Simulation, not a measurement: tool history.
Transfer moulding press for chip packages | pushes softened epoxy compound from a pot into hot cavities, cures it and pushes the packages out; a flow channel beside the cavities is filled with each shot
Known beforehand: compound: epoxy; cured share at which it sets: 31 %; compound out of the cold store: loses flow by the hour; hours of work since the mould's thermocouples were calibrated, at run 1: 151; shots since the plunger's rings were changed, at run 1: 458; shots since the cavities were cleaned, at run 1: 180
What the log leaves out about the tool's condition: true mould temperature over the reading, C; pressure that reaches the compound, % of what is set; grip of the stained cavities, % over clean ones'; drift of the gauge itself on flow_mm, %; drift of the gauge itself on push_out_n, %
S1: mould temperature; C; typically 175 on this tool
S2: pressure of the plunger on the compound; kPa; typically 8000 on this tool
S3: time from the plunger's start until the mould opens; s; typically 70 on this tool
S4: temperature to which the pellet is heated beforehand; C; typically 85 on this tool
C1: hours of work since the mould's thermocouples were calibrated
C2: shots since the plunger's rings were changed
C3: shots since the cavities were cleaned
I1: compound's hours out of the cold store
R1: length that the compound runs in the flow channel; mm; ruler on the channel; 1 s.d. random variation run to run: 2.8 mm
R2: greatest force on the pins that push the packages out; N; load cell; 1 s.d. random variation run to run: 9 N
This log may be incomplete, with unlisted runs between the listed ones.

run,day,S1,S2,S3,S4,C1,C2,C3,I1,R1,R2
1,0,175,8000,70,85,151,458,180,42.8,645,372
2,2.208,175,8000,70,85,184,1162,884,29,687,390
# day 3.025: cavities cleaned with cleaning compound and waxed
3,4.583,175,8000,70,85,218,1901,498,34.2,675,389
4,6.1,175,8000,70,85,241,2385,982,46.7,633,358
# day 6.583: cavities cleaned with cleaning compound and waxed
# day 7.571: plunger's sealing rings changed
5,8.608,175,8000,70,85,276,330,612,32.3,677,383
# day 10.229: cavities cleaned with cleaning compound and waxed
6,10.229,175,8000,70,85,299,827,0,25.6,703,395
7,12.717,175,8000,70,85,336,1622,795,17.9,731,410
# day 13.8: cavities cleaned with cleaning compound and waxed
8,14.117,175,8000,70,85,356,2048,100,22.5,715,392
# day 16.562: plunger's sealing rings changed
9,17.046,175,6560,70,85,399,153,1001,18.3,665,404
# day 17.512: cavities cleaned with cleaning compound and waxed
10,19.8,175,6560,70,85,439,1012,730,20.1,657,389
# day 21.225: cavities cleaned with cleaning compound and waxed
11,21.696,168,8000,64,85,466,1597,149,14.5,766,862
12,24.642,178,8000,64,81,510,2538,1090,36.9,656,398
# day 24.9: cavities cleaned with cleaning compound and waxed
# day 25.533: plunger's sealing rings changed
13,26.504,178,8000,64,81,535,309,477,46,628,394
# day 28.712: cavities cleaned with cleaning compound and waxed
14,29.008,182,8700,70,88,572,1088,94,29.2,703,282
15,32.033,175,8000,100,77,617,2054,1060,14.7,741,255
# day 32.283: cavities cleaned with cleaning compound and waxed
# day 34.596: plunger's sealing rings changed
16,35.225,180,9640,83,77,662,202,906,14.8,801,267
# day 35.958: cavities cleaned with cleaning compound and waxed
17,38.221,174,6150,92,85,706,1138,722,45.7,562,272
# day 39.567: cavities cleaned with cleaning compound and waxed
18,40.629,174,6150,99,85,741,1886,339,14.7,651,270
19,42.754,174,6150,56,77,773,2564,1017,13.7,660,856
# day 43.179: cavities cleaned with cleaning compound and waxed
# day 43.717: plunger's sealing rings changed
20,45.179,174,8170,92,77,806,467,605,24.1,727,260

Each row is a separate what-if for the run after 20, all from the same tool condition, not one after another. Results?
# day 47.017: cavities cleaned with cleaning compound and waxed
A,47.183,168,8140,63,77,835,1086,53,28.2,?,?
# day 47.017: cavities cleaned with cleaning compound and waxed
B,47.183,175,8000,70,93,835,1086,53,44.3,?,?
# day 47.017: cavities cleaned with cleaning compound and waxed
C,47.183,175,8000,70,94,835,1086,53,47.8,?,?

run,R1,R2
A,719,886
B,643,361
C,624,357
With the hidden condition removed and each run's random variation left untouched, the same runs would have given:
run,R1,R2
A,719,886
B,643,361
C,624,357
